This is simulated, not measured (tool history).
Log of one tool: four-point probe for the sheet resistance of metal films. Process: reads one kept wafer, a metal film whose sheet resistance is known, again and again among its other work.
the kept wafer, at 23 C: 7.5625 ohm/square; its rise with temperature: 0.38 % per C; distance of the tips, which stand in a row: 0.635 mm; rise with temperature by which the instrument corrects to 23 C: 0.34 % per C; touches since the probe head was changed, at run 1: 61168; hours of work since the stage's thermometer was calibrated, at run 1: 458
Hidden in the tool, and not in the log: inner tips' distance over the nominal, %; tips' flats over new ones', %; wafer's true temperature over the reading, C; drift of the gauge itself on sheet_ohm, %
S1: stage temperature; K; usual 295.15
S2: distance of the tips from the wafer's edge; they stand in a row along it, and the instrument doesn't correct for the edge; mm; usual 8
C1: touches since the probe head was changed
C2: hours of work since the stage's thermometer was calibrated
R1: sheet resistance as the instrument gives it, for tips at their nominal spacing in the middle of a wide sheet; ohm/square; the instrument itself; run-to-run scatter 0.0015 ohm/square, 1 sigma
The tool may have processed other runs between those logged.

run     day      S1  S2     C1   C2        R1
  1       0  295.15   8  61168  458  7.597485
  2   0.475  295.15  33  61523  467  7.570331
  3   0.967  295.15  33  61893  476  7.572627
  4   1.388  295.15  31  62207  484  7.572269
  5   1.908  295.15  31  62599  494   7.57368
  6   2.696  295.15  31  63189  509  7.573126
  7   3.196  295.15  31  63564  519  7.568998
  8   3.704  295.15  31  63945  528  7.572545
  9   4.367  307.15   8  64442  541  7.628766
 10   4.967  307.15   8  64891  552  7.627125
 11   5.733  307.15   8  65467  567  7.627018
 12   6.583  307.15   8  66102  583  7.624846
 13   7.504  298.15   8  66792  600  7.606333
 14   8.071  295.15   8  67218  611  7.594349
 15   8.629  295.15   8  67635  622  7.594788
 16    9.45  295.15   8  68250  637  7.592331
 17  10.025  295.15   8  68682  648  7.592899
     10.133  -- stage's thermometer calibrated
     10.608  -- new probe head fitted
 18  10.896  295.15   8    216   14  7.593319
 19    11.3  295.15   8    520   21  7.586164
 20  12.162  295.15   8   1166   38  7.589115
 21  12.696  295.15   8   1566   48  7.589913
 22  13.567  295.15   8   2219   64  7.587297
 23    14.5  295.15   8   2917   82  7.590302
     14.812  -- stage's thermometer calibrated, once more
 24  15.121  294.15   4   3367    6   7.65287
 25  15.638  303.15  22   3754   16  7.579678
 26  16.262  303.15  22   4222   27  7.577716
 27  16.671  303.15  22   4527   35  7.582632
 28  17.475  303.15  22   5132   50  7.582797
 29  18.067  297.15   9   5574   62  7.582482
 30  18.496  305.15  19   5898   70  7.584692
 31  19.179  305.15  19   6409   83  7.584905
 32  19.808  292.15   7   6880   95  7.583296
 33  20.671  295.15  25   7527  111  7.556053
 34  21.421  299.15  52   8087  125  7.564824
 35  22.033  299.15  52   8549  137  7.565176
 36  22.946  305.15  23   9231  154  7.583704
 37  23.471  295.15  50   9625  164  7.549077
 38  24.262  291.15   7  10218  179  7.575077
 39  24.858  306.15   8  10666  190  7.608048
 40  25.258  306.15   8  10966  198   7.60766
 41  25.958  296.15   3  11488  211  7.735169
 42  26.404  299.15   4  11824  220  7.665406
 43  26.975  298.15  72  12250  230  7.560131

Here are 4 independent what-if runs from the current tool condition. What would each one return?
  A  27.758  303.15  53  12839  245   ?
  B  27.758  297.15   8  12839  245   ?
  C  27.758  298.15  72  12839  245   ?
  D  27.758  302.15  31  12839  245   ?

run        R1
  A  7.573804
  B  7.586617
  C  7.560604
  D  7.573144
With the hidden condition removed and each run's random variation left untouched, the same runs would have given:
run        R1
  A  7.581028
  B  7.593792
  C  7.567767
  D  7.580358

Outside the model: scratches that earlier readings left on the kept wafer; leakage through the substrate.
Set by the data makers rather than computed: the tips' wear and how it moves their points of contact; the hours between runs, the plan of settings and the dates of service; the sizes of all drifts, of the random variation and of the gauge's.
